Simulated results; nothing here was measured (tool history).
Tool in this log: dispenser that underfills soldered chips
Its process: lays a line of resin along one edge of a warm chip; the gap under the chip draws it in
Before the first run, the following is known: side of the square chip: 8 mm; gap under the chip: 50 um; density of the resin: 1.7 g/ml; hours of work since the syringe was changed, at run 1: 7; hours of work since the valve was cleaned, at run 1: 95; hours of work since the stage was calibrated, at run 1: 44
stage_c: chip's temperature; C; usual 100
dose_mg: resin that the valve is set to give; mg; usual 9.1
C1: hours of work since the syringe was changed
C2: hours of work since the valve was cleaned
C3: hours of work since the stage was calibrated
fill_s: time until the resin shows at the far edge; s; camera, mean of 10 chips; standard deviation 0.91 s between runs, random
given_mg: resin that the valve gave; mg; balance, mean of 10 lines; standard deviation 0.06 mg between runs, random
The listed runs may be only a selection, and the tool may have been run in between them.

{"run": 1, "hour": 0.0, "stage_c": 100, "dose_mg": 9.1, "C1": 7, "C2": 95, "C3": 44, "fill_s": 153.7, "given_mg": 8.29}
{"run": 2, "hour": 1.9, "stage_c": 100, "dose_mg": 9.1, "C1": 8, "C2": 97, "C3": 45, "fill_s": 171.6, "given_mg": 8.3}
{"hour": 5.6, "done": "new syringe of resin"}
{"run": 3, "hour": 6.8, "stage_c": 85, "dose_mg": 9.1, "C1": 1, "C2": 99, "C3": 48, "fill_s": 160.5, "given_mg": 8.22}
{"run": 4, "hour": 10.4, "stage_c": 100, "dose_mg": 9.1, "C1": 3, "C2": 102, "C3": 50, "fill_s": 110.4, "given_mg": 8.11}
{"hour": 12.6, "done": "dispensing valve cleaned and set on the balance"}
{"run": 5, "hour": 13.4, "stage_c": 110, "dose_mg": 9.1, "C1": 4, "C2": 0, "C3": 51, "fill_s": 88.1, "given_mg": 9.1}
{"run": 6, "hour": 15.5, "stage_c": 110, "dose_mg": 8.12, "C1": 6, "C2": 2, "C3": 53, "fill_s": 100.7, "given_mg": 8.13}
{"run": 7, "hour": 19.6, "stage_c": 110, "dose_mg": 8.12, "C1": 8, "C2": 4, "C3": 55, "fill_s": 125.3, "given_mg": 8.13}
{"hour": 23.0, "done": "new syringe of resin"}
{"run": 8, "hour": 23.0, "stage_c": 110, "dose_mg": 8.12, "C1": 0, "C2": 6, "C3": 57, "fill_s": 63.1, "given_mg": 8.03}
{"run": 9, "hour": 27.3, "stage_c": 100, "dose_mg": 8.77, "C1": 3, "C2": 9, "C3": 60, "fill_s": 107.9, "given_mg": 8.64}
{"run": 10, "hour": 29.8, "stage_c": 100, "dose_mg": 8.77, "C1": 4, "C2": 11, "C3": 61, "fill_s": 127.4, "given_mg": 8.7}
{"run": 11, "hour": 33.4, "stage_c": 106, "dose_mg": 9.1, "C1": 7, "C2": 13, "C3": 64, "fill_s": 122.8, "given_mg": 8.96}
{"run": 12, "hour": 36.4, "stage_c": 100, "dose_mg": 9.1, "C1": 8, "C2": 15, "C3": 66, "fill_s": 179.2, "given_mg": 8.91}
{"hour": 39.4, "done": "new syringe of resin"}
{"run": 13, "hour": 40.7, "stage_c": 100, "dose_mg": 9.1, "C1": 1, "C2": 17, "C3": 68, "fill_s": 95.3, "given_mg": 8.92}
{"run": 14, "hour": 44.1, "stage_c": 100, "dose_mg": 9.1, "C1": 3, "C2": 19, "C3": 70, "fill_s": 113.1, "given_mg": 8.91}
{"run": 15, "hour": 46.6, "stage_c": 100, "dose_mg": 9.1, "C1": 5, "C2": 21, "C3": 72, "fill_s": 127.8, "given_mg": 8.9}
{"run": 16, "hour": 48.8, "stage_c": 100, "dose_mg": 9.74, "C1": 6, "C2": 22, "C3": 73, "fill_s": 142.2, "given_mg": 9.43}
{"run": 17, "hour": 52.7, "stage_c": 100, "dose_mg": 9.74, "C1": 8, "C2": 25, "C3": 76, "fill_s": 174.9, "given_mg": 9.39}
{"hour": 55.7, "done": "new syringe of resin"}
{"run": 18, "hour": 56.2, "stage_c": 96, "dose_mg": 10.82, "C1": 0, "C2": 27, "C3": 78, "fill_s": 102.8, "given_mg": 10.47}
{"run": 19, "hour": 60.0, "stage_c": 96, "dose_mg": 10.82, "C1": 3, "C2": 29, "C3": 80, "fill_s": 125.1, "given_mg": 10.57}
{"run": 20, "hour": 62.1, "stage_c": 96, "dose_mg": 10.82, "C1": 4, "C2": 30, "C3": 81, "fill_s": 138.5, "given_mg": 10.55}
{"run": 21, "hour": 64.5, "stage_c": 96, "dose_mg": 10.82, "C1": 6, "C2": 32, "C3": 83, "fill_s": 157.1, "given_mg": 10.48}
{"run": 22, "hour": 68.4, "stage_c": 103, "dose_mg": 7.95, "C1": 8, "C2": 34, "C3": 85, "fill_s": 156.6, "given_mg": 7.7}
{"hour": 71.9, "done": "new syringe of resin"}
{"run": 23, "hour": 72.7, "stage_c": 110, "dose_mg": 7.95, "C1": 0, "C2": 37, "C3": 88, "fill_s": 66.6, "given_mg": 7.73}
{"run": 24, "hour": 75.5, "stage_c": 100, "dose_mg": 11.12, "C1": 2, "C2": 39, "C3": 89, "fill_s": 104.5, "given_mg": 10.71}
{"run": 25, "hour": 77.8, "stage_c": 100, "dose_mg": 10.36, "C1": 4, "C2": 40, "C3": 91, "fill_s": 119.4, "given_mg": 9.85}
{"run": 26, "hour": 81.5, "stage_c": 112, "dose_mg": 9.25, "C1": 6, "C2": 42, "C3": 93, "fill_s": 96.7, "given_mg": 8.87}
{"run": 27, "hour": 84.9, "stage_c": 113, "dose_mg": 10.37, "C1": 8, "C2": 45, "C3": 95, "fill_s": 110.6, "given_mg": 9.83}

4 ways to go on from here, each from the tool as it stands after run 27. What would each give?
{"run": "A", "hour": 87.4, "stage_c": 98, "dose_mg": 7.71, "C1": 10, "C2": 46, "C3": 97, "fill_s": "?", "given_mg": "?"}
{"run": "B", "hour": 87.4, "stage_c": 87, "dose_mg": 10.68, "C1": 10, "C2": 46, "C3": 97, "fill_s": "?", "given_mg": "?"}
{"run": "C", "hour": 87.4, "stage_c": 86, "dose_mg": 9, "C1": 10, "C2": 46, "C3": 97, "fill_s": "?", "given_mg": "?"}
{"run": "D", "hour": 87.4, "stage_c": 113, "dose_mg": 10.77, "C1": 10, "C2": 46, "C3": 97, "fill_s": "?", "given_mg": "?"}

run=A fill_s=218.1 given_mg=7.43
run=B fill_s=315.9 given_mg=10.19
run=C fill_s=329.4 given_mg=8.63
run=D fill_s=126.3 given_mg=10.28
Stripped of hidden state, with their random variation kept, the same runs would have yielded:
run=A fill_s=93.5 given_mg=7.79
run=B fill_s=136.3 given_mg=10.69
run=C fill_s=141.6 given_mg=9.05
run=D fill_s=54.6 given_mg=10.79

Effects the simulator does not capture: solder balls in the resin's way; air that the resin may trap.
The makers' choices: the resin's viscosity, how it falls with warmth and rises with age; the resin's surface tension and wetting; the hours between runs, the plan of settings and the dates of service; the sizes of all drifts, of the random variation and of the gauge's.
